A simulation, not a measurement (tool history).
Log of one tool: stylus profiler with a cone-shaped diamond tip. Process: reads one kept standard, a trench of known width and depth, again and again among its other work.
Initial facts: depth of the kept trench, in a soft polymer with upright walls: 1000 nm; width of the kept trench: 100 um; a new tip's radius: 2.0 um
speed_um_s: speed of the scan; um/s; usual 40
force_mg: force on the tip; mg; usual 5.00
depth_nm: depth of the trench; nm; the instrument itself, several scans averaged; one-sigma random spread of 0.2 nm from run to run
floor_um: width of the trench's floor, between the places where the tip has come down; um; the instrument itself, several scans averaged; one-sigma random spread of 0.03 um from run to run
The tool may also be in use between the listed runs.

Run 1, day 0.000: usual settings. Result: depth_nm 1009.71 nm, floor_um 96.36 um.
Run 2, day 4.629: usual settings but speed_um_s 79 um/s. Result: depth_nm 1009.71 nm, floor_um 96.25 um.
Run 3, day 8.892: usual settings but speed_um_s 79 um/s. Result: depth_nm 1010.12 nm, floor_um 96.24 um.
Run 4, day 11.396: usual settings but speed_um_s 79 um/s. Result: depth_nm 1009.31 nm, floor_um 96.26 um.
Run 5, day 14.067: usual settings but speed_um_s 79 um/s. Result: depth_nm 1009.86 nm, floor_um 96.26 um.
Run 6, day 17.375: usual settings but speed_um_s 79 um/s. Result: depth_nm 1009.82 nm, floor_um 96.24 um.
Run 7, day 19.921: usual settings but speed_um_s 79 um/s. Result: depth_nm 1009.70 nm, floor_um 96.31 um.
Run 8, day 23.625: usual settings but speed_um_s 109 um/s. Result: depth_nm 1009.91 nm, floor_um 96.19 um.
At day 25.229: new tip fitted, height scale calibrated.
Run 9, day 26.150: usual settings but speed_um_s 11 um/s. Result: depth_nm 1009.68 nm, floor_um 96.53 um.
Run 10, day 29.617: usual settings but speed_um_s 11 um/s. Result: depth_nm 1009.34 nm, floor_um 96.51 um.
Run 11, day 33.317: usual settings but speed_um_s 67 um/s. Result: depth_nm 1009.82 nm, floor_um 96.33 um.
Run 12, day 37.183: usual settings but speed_um_s 67 um/s. Result: depth_nm 1009.51 nm, floor_um 96.32 um.
Run 13, day 40.992: usual settings but speed_um_s 67 um/s. Result: depth_nm 1009.90 nm, floor_um 96.39 um.
Run 14, day 44.021: usual settings but speed_um_s 13 um/s. Result: depth_nm 1009.38 nm, floor_um 96.49 um.
Run 15, day 48.754: usual settings but force_mg 11.48 mg. Result: depth_nm 1016.86 nm, floor_um 96.48 um.
Run 16, day 52.696: usual settings but force_mg 11.48 mg. Result: depth_nm 1016.80 nm, floor_um 96.42 um.
Run 17, day 56.588: usual settings but force_mg 11.48 mg. Result: depth_nm 1016.79 nm, floor_um 96.42 um.
Run 18, day 61.121: usual settings but force_mg 7.82 mg. Result: depth_nm 1012.84 nm, floor_um 96.43 um.
Run 19, day 63.471: usual settings but force_mg 7.82 mg. Result: depth_nm 1012.97 nm, floor_um 96.38 um.
Run 20, day 66.450: usual settings but force_mg 7.82 mg. Result: depth_nm 1012.86 nm, floor_um 96.38 um.
Run 21, day 70.475: usual settings but force_mg 7.82 mg. Result: depth_nm 1012.85 nm, floor_um 96.45 um.
Run 22, day 74.338: usual settings but speed_um_s 66 um/s. Result: depth_nm 1009.58 nm, floor_um 96.38 um.
Run 23, day 79.683: usual settings but speed_um_s 66 um/s. Result: depth_nm 1009.65 nm, floor_um 96.28 um.
Run 24, day 84.375: usual settings but speed_um_s 66 um/s, force_mg 6.87 mg. Result: depth_nm 1012.01 nm, floor_um 96.37 um.
Run 25, day 88.671: usual settings but speed_um_s 28 um/s, force_mg 5.71 mg. Result: depth_nm 1010.43 nm, floor_um 96.45 um.
Run 26, day 91.067: usual settings but speed_um_s 23 um/s, force_mg 14.61 mg. Result: depth_nm 1019.54 nm, floor_um 96.44 um.
Run 27, day 95.917: usual settings but speed_um_s 23 um/s, force_mg 14.61 mg. Result: depth_nm 1019.69 nm, floor_um 96.53 um.
Run 28, day 100.312: usual settings but speed_um_s 24 um/s, force_mg 11.44 mg. Result: depth_nm 1016.80 nm, floor_um 96.49 um.

What will run 29 give?
Run 29, day 105.183: usual settings but speed_um_s 22 um/s, force_mg 14.83 mg. Result: depth_nm ?, floor_um ?.

depth_nm: 1020.17 nm
floor_um: 96.51 um
With the hidden condition absent and the run-to-run variation left alone, this run would have shown depth_nm 1020.16 nm, floor_um 96.52 um.
